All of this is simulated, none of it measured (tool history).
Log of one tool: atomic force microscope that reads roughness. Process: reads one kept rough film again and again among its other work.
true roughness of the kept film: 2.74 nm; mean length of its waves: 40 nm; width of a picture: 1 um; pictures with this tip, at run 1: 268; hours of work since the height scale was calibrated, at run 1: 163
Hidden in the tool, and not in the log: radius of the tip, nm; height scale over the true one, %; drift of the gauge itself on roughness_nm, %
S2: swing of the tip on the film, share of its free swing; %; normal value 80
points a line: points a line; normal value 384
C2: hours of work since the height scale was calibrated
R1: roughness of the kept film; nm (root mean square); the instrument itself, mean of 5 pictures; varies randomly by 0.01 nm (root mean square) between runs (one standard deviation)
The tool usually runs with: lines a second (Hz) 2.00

Run 1, hour 0.0: usual settings; pictures with this tip 268; C2 163. Result: R1 2.165 nm (root mean square).
Run 2, hour 24.9: usual settings; pictures with this tip 295; C2 180. Result: R1 2.128 nm (root mean square).
Run 3, hour 59.4: usual settings; pictures with this tip 332; C2 202. Result: R1 2.120 nm (root mean square).
At hour 81.7: new tip fitted.
Run 4, hour 102.3: usual settings; pictures with this tip 22; C2 230. Result: R1 2.322 nm (root mean square).
Run 5, hour 138.3: usual settings; pictures with this tip 61; C2 254. Result: R1 2.290 nm (root mean square).
Run 6, hour 194.9: usual settings; pictures with this tip 122; C2 291. Result: R1 2.243 nm (root mean square).
Run 7, hour 220.9: usual settings; pictures with this tip 150; C2 308. Result: R1 2.218 nm (root mean square).

The next listed run, before its measurement:
Run 8, hour 252.2: usual settings but lines a second (Hz) 1.86, S2 63 %, points a line 303; pictures with this tip 184; C2 328. Result: R1 ?.

Run 8 came out at R1 2.377 nm (root mean square).
Had the tool carried no hidden state, the very same run would have given R1 2.518 nm (root mean square).
